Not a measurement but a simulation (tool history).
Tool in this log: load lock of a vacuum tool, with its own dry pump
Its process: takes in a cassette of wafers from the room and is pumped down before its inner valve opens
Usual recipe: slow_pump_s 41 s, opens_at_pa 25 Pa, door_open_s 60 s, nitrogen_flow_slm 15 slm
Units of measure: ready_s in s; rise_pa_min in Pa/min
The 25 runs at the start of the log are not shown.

run,hour,slow_pump_s,opens_at_pa,door_open_s,nitrogen_flow_slm,"incoming humidity of the room's air, %",ready_s,rise_pa_min
26,1954.8,41,25,60,44,46,76.5,0.024
27,2052.3,25,46,144,6,43.4,60.6,0.06
28,2096.8,25,41,144,6,49.2,61.1,0.069
29,2174.5,25,18,144,6,43.7,65.1,0.055
30,2249.4,51,33,53,20,46,83,0.027
31,2352.5,51,25,179,15,45.6,84.4,0.055
32,2412.2,34,25,44,15,47.7,71.3,0.029
33,2488.7,41,27,210,14,47.4,76.4,0.064
34,2584.7,41,32,80,14,47.6,75.8,0.044

Run 35 comes next. What will it give?
35,2639.9,41,32,80,14,46,?,?

For run 35 the tool returned ready_s 76 s, rise_pa_min 0.035 Pa/min.
If the tool had no hidden condition, the same run with the same run-to-run variation would have returned ready_s 75.9 s, rise_pa_min 0.035 Pa/min.
